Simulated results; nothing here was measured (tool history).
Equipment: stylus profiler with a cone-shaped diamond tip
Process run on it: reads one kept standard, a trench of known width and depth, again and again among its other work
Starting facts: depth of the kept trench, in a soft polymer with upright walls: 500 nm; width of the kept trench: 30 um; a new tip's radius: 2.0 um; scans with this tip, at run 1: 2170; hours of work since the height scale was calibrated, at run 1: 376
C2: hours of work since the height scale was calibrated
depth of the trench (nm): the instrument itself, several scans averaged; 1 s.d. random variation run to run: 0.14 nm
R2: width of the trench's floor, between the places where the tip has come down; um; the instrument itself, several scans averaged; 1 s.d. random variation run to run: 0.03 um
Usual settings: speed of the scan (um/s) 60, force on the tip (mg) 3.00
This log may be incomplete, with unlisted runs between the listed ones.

{"run": 1, "hour": 0.0, "speed of the scan (um/s)": 60, "force on the tip (mg)": 3.0, "scans with this tip": 2170, "C2": 376, "depth of the trench (nm)": 505.55, "R2": 26.86}
{"run": 2, "hour": 30.1, "speed of the scan (um/s)": 60, "force on the tip (mg)": 3.0, "scans with this tip": 2278, "C2": 395, "depth of the trench (nm)": 505.04, "R2": 26.91}
{"run": 3, "hour": 56.5, "speed of the scan (um/s)": 60, "force on the tip (mg)": 3.0, "scans with this tip": 2372, "C2": 411, "depth of the trench (nm)": 505.31, "R2": 26.85}
{"run": 4, "hour": 83.7, "speed of the scan (um/s)": 60, "force on the tip (mg)": 3.0, "scans with this tip": 2469, "C2": 428, "depth of the trench (nm)": 505.11, "R2": 26.82}
{"run": 5, "hour": 116.1, "speed of the scan (um/s)": 60, "force on the tip (mg)": 3.0, "scans with this tip": 2585, "C2": 448, "depth of the trench (nm)": 505.09, "R2": 26.84}
{"run": 6, "hour": 135.8, "speed of the scan (um/s)": 228, "force on the tip (mg)": 5.29, "scans with this tip": 2656, "C2": 461, "depth of the trench (nm)": 507.5, "R2": 26.28}
{"run": 7, "hour": 160.6, "speed of the scan (um/s)": 80, "force on the tip (mg)": 1.78, "scans with this tip": 2744, "C2": 476, "depth of the trench (nm)": 503.89, "R2": 26.56}
{"run": 8, "hour": 182.1, "speed of the scan (um/s)": 52, "force on the tip (mg)": 1.78, "scans with this tip": 2821, "C2": 489, "depth of the trench (nm)": 503.9, "R2": 26.83}
{"run": 9, "hour": 214.2, "speed of the scan (um/s)": 52, "force on the tip (mg)": 1.78, "scans with this tip": 2935, "C2": 509, "depth of the trench (nm)": 504.04, "R2": 26.77}
{"run": 10, "hour": 250.1, "speed of the scan (um/s)": 18, "force on the tip (mg)": 3.0, "scans with this tip": 3063, "C2": 531, "depth of the trench (nm)": 505.26, "R2": 27.02}

The logged runs with the hidden state left out (each run's random variation unchanged):
The hidden state here: radius of the tip, um; height scale over the true one, %; drift of the gauge itself on depth_nm, %; drift of the gauge itself on floor_um, %.
run=1 depth_of_the_trench_(nm)=505.11 R2=27.02
run=2 depth_of_the_trench_(nm)=504.59 R2=27.08
run=3 depth_of_the_trench_(nm)=504.84 R2=27.03
run=4 depth_of_the_trench_(nm)=504.63 R2=27.00
run=5 depth_of_the_trench_(nm)=504.59 R2=27.03
run=6 depth_of_the_trench_(nm)=506.99 R2=26.49
run=7 depth_of_the_trench_(nm)=503.37 R2=26.77
run=8 depth_of_the_trench_(nm)=503.37 R2=27.05
run=9 depth_of_the_trench_(nm)=503.50 R2=26.99
run=10 depth_of_the_trench_(nm)=504.70 R2=27.26

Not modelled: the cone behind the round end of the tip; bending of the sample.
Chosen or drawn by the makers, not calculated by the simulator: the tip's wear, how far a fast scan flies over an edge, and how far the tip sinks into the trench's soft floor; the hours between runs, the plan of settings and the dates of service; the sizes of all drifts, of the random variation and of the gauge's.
